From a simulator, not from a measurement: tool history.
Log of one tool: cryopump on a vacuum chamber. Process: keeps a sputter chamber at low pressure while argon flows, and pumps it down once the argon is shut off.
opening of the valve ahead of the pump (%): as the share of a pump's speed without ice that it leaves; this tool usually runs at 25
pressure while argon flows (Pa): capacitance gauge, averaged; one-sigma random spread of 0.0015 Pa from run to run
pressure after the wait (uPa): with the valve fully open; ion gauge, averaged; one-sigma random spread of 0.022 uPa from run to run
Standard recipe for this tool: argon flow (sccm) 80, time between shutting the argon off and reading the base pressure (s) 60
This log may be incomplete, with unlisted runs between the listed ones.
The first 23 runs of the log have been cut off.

run     day  argon flow (sccm)  time between shutting the argon off and reading the base pressure (s)  opening of the valve ahead of the pump (%)  hours of work since the pump was warmed up and emptied  hours of work since the cold head was overhauled  hours of work since the chamber's fittings were tightened  pressure while argon flows (Pa)  pressure after the wait (uPa)
 24  10.892                 64                                                                     88                                          42                                                     353                                               353                                                       1364                           0.1802                           2.89
     11.412  -- leaking fittings of the chamber tightened, without venting
 25  11.450                 64                                                                     88                                          42                                                     358                                               358                                                          0                           0.1807                           0.54
 26  11.754                 85                                                                     60                                          25                                                     361                                               361                                                          4                           0.3951                           0.62
 27  12.038                137                                                                     60                                          42                                                     364                                               364                                                          6                           0.3883                           0.68
 28  12.696                 94                                                                    116                                          25                                                     371                                               371                                                         13                           0.4349                           0.45
 29  13.012                 94                                                                    116                                          37                                                     374                                               374                                                         16                           0.3003                           0.46
 30  13.529                 94                                                                    116                                          37                                                     379                                               379                                                         22                           0.3027                           0.48
 31  14.133                 80                                                                     25                                          25                                                     386                                               386                                                         28                           0.3745                           1.08

The next listed run, before its measurement:
 32  14.562                 63                                                                     30                                          30                                                     390                                               390                                                         32                                ?                              ?

Run 32 produced pressure while argon flows (Pa) 0.2447, pressure after the wait (uPa) 1.04.
Were there no unlogged condition in the tool, this run, its random variation unchanged, would have produced pressure while argon flows (Pa) 0.2314, pressure after the wait (uPa) 0.89.
